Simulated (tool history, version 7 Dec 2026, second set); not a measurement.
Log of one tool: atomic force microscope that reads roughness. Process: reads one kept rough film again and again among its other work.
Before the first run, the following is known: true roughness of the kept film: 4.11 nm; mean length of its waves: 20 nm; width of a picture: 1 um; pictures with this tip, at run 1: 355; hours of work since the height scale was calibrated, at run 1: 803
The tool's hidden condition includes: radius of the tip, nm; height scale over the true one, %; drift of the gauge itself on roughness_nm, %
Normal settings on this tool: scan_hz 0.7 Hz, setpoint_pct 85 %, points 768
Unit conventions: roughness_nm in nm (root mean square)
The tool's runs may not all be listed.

| run | hour | scan_hz | setpoint_pct | points | pictures with this tip | hours of work since the height scale was calibrated | roughness_nm |
|---|---|---|---|---|---|---|---|
| 1 | 0 | 0.7 | 85 | 768 | 355 | 803 | 2.122 |
|  | 37.2 | new tip fitted |
| 2 | 61.2 | 0.7 | 85 | 768 | 25 | 843 | 2.823 |
| 3 | 128.7 | 0.7 | 85 | 768 | 95 | 889 | 2.594 |
| 4 | 178.9 | 0.7 | 85 | 768 | 146 | 923 | 2.455 |
| 5 | 230.8 | 0.7 | 85 | 768 | 200 | 958 | 2.298 |
| 6 | 298.2 | 0.7 | 85 | 768 | 269 | 1003 | 2.141 |
| 7 | 349.3 | 0.7 | 85 | 768 | 322 | 1037 | 2.062 |
| 8 | 397.9 | 0.7 | 85 | 768 | 372 | 1070 | 1.971 |
|  | 415.2 | new tip fitted |
| 9 | 457.2 | 0.7 | 85 | 768 | 43 | 1110 | 2.745 |
| 10 | 492.2 | 0.7 | 85 | 768 | 79 | 1133 | 2.613 |
| 11 | 529.5 | 0.7 | 85 | 768 | 118 | 1158 | 2.501 |
| 12 | 593.2 | 0.7 | 85 | 768 | 183 | 1201 | 2.344 |
| 13 | 646.3 | 0.7 | 85 | 294 | 238 | 1237 | 2.179 |
| 14 | 694.8 | 0.7 | 85 | 294 | 288 | 1269 | 2.088 |
| 15 | 754.6 | 0.7 | 85 | 294 | 350 | 1310 | 1.938 |
| 16 | 788.3 | 0.7 | 85 | 557 | 385 | 1332 | 1.935 |
|  | 795.3 | new tip fitted |
| 17 | 847 | 0.7 | 85 | 768 | 54 | 1371 | 2.76 |
| 18 | 875.2 | 0.997 | 85 | 768 | 83 | 1390 | 2.605 |
| 19 | 927.1 | 0.997 | 85 | 768 | 136 | 1425 | 2.429 |
| 20 | 995.3 | 1.228 | 56 | 768 | 207 | 1471 | 2.506 |
| 21 | 1036.8 | 1.637 | 78 | 386 | 250 | 1499 | 2.091 |
| 22 | 1074.4 | 3.53 | 59 | 357 | 288 | 1524 | 2.109 |
| 23 | 1106.5 | 3.53 | 59 | 357 | 321 | 1546 | 2.037 |
|  | 1113.4 | height scale calibrated on a step standard |
| 24 | 1154.9 | 3.366 | 85 | 1010 | 370 | 28 | 1.523 |
|  | 1175.9 | new tip fitted |
| 25 | 1214.1 | 3.366 | 85 | 1010 | 40 | 67 | 2.114 |
| 26 | 1255.3 | 1.577 | 69 | 513 | 82 | 95 | 2.719 |
| 27 | 1319.6 | 0.7 | 85 | 768 | 149 | 138 | 2.539 |
| 28 | 1384.2 | 1.448 | 65 | 739 | 215 | 182 | 2.426 |
| 29 | 1435.5 | 0.7 | 63 | 491 | 268 | 216 | 2.355 |
| 30 | 1468.8 | 2.247 | 85 | 768 | 303 | 239 | 1.801 |
|  | 1502.6 | height scale calibrated on a step standard, once more |
| 31 | 1526.6 | 2.247 | 85 | 768 | 361 | 16 | 1.67 |
|  | 1557.8 | new tip fitted |
| 32 | 1570.1 | 2.247 | 85 | 768 | 13 | 45 | 2.36 |
| 33 | 1632.5 | 2.021 | 56 | 313 | 77 | 87 | 2.661 |
| 34 | 1673.6 | 3.526 | 85 | 768 | 119 | 115 | 1.846 |
| 35 | 1717.1 | 0.703 | 56 | 279 | 164 | 144 | 2.5 |
| 36 | 1774.5 | 0.703 | 62 | 322 | 224 | 183 | 2.337 |
| 37 | 1837.2 | 1.299 | 85 | 746 | 288 | 225 | 1.956 |
| 38 | 1869 | 1.299 | 85 | 746 | 321 | 246 | 1.898 |

Measured minus without-hidden-state, run by run (identical run-to-run variation in each term; gauge scatter may differ):
| run | roughness_nm |
|---|---|
| 1 | -0.79 |
| 2 | -0.079 |
| 3 | -0.314 |
| 4 | -0.469 |
| 5 | -0.6 |
| 6 | -0.752 |
| 7 | -0.861 |
| 8 | -0.945 |
| 9 | -0.174 |
| 10 | -0.307 |
| 11 | -0.41 |
| 12 | -0.567 |
| 13 | -0.67 |
| 14 | -0.783 |
| 15 | -0.882 |
| 16 | -0.958 |
| 17 | -0.135 |
| 18 | -0.209 |
| 19 | -0.366 |
| 20 | -0.597 |
| 21 | -0.613 |
| 22 | -0.717 |
| 23 | -0.784 |
| 24 | -0.648 |
| 25 | -0.055 |
| 26 | -0.195 |
| 27 | -0.373 |
| 28 | -0.548 |
| 29 | -0.704 |
| 30 | -0.614 |
| 31 | -0.773 |
| 32 | -0.067 |
| 33 | -0.304 |
| 34 | -0.307 |
| 35 | -0.564 |
| 36 | -0.715 |
| 37 | -0.755 |
| 38 | -0.806 |

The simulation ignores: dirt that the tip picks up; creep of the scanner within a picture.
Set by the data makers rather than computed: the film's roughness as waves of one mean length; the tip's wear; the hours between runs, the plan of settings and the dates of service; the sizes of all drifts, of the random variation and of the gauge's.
